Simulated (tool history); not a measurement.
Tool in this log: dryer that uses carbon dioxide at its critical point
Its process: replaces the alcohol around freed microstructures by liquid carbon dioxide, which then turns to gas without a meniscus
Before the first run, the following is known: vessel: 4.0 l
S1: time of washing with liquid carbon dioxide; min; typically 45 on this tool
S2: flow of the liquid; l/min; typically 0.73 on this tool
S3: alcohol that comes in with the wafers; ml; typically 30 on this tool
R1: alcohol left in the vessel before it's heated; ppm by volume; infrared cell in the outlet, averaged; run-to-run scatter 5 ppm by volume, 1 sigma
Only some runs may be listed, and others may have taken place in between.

| run | day | S1 | S2 | S3 | R1 |
|---|---|---|---|---|---|
| 1 | 0 | 45 | 0.73 | 30 | 81 |
| 2 | 0.633 | 45 | 0.73 | 30 | 77 |
| 3 | 1.871 | 45 | 0.73 | 30 | 81 |
| 4 | 3.083 | 45 | 0.73 | 30 | 97 |
| 5 | 4.304 | 45 | 0.73 | 34 | 96 |
| 6 | 5.421 | 45 | 0.73 | 34 | 98 |
| 7 | 6.521 | 45 | 1.096 | 30 | 93 |
| 8 | 7.35 | 45 | 0.73 | 77 | 137 |
| 9 | 8.288 | 68 | 0.73 | 77 | 98 |
| 10 | 9.467 | 68 | 0.73 | 77 | 100 |
| 11 | 10.408 | 68 | 0.73 | 77 | 107 |
| 12 | 11.754 | 45 | 0.73 | 30 | 115 |
| 13 | 13.162 | 45 | 0.73 | 30 | 133 |
| 14 | 14.129 | 36 | 0.73 | 30 | 173 |
| 15 | 15.408 | 45 | 0.73 | 30 | 134 |
| 16 | 16.717 | 45 | 0.73 | 30 | 146 |
| 17 | 18.167 | 45 | 0.73 | 30 | 139 |
| 18 | 19.154 | 45 | 0.663 | 30 | 161 |
| 19 | 19.938 | 45 | 0.663 | 30 | 175 |
| 20 | 20.708 | 45 | 0.663 | 30 | 175 |
| 21 | 21.475 | 45 | 0.663 | 24 | 162 |
| 22 | 22.279 | 45 | 0.663 | 24 | 172 |
|  | 22.808 | inlet filter changed |
| 23 | 23.492 | 45 | 0.663 | 24 | 156 |
| 24 | 24.679 | 30 | 0.73 | 62 | 351 |
| 25 | 26.179 | 30 | 0.73 | 62 | 376 |
| 26 | 27.346 | 35 | 0.831 | 37 | 173 |
| 27 | 28.046 | 35 | 0.831 | 25 | 159 |
| 28 | 29.542 | 35 | 0.456 | 25 | 427 |
| 29 | 30.196 | 45 | 1.172 | 30 | 149 |
| 30 | 31.375 | 67 | 0.954 | 24 | 158 |
| 31 | 32.304 | 67 | 0.954 | 24 | 156 |
| 32 | 33.229 | 33 | 0.792 | 50 | 263 |
| 33 | 34.262 | 35 | 0.643 | 64 | 407 |
| 34 | 35.821 | 45 | 0.73 | 28 | 184 |
| 35 | 36.538 | 36 | 0.73 | 20 | 212 |
| 36 | 37.242 | 47 | 1.154 | 86 | 176 |
| 37 | 38.104 | 45 | 0.478 | 80 | 559 |
| 38 | 39.125 | 34 | 0.73 | 30 | 255 |
| 39 | 40.433 | 36 | 0.73 | 113 | 435 |
| 40 | 41.621 | 36 | 0.593 | 31 | 357 |
| 41 | 42.388 | 30 | 0.929 | 30 | 255 |
| 42 | 43.158 | 45 | 0.529 | 30 | 301 |
| 43 | 44.521 | 56 | 1.065 | 35 | 179 |
| 44 | 45.188 | 56 | 1.065 | 35 | 202 |
| 45 | 46.596 | 56 | 1.065 | 35 | 189 |

Forecast each of these 5 alternatives for the next run:
| A | 47.308 | 45 | 0.859 | 30 | ? |
| B | 47.308 | 60 | 1.065 | 35 | ? |
| C | 47.308 | 45 | 0.998 | 49 | ? |
| D | 47.308 | 45 | 0.856 | 72 | ? |
| E | 47.308 | 39 | 1.165 | 43 | ? |

| run | R1 |
|---|---|
| A | 208 |
| B | 204 |
| C | 204 |
| D | 233 |
| E | 207 |
With no hidden state in the tool, these same runs would have given:
| run | R1 |
|---|---|
| A | 7 |
| B | 7 |
| C | 6 |
| D | 20 |
| E | 1 |
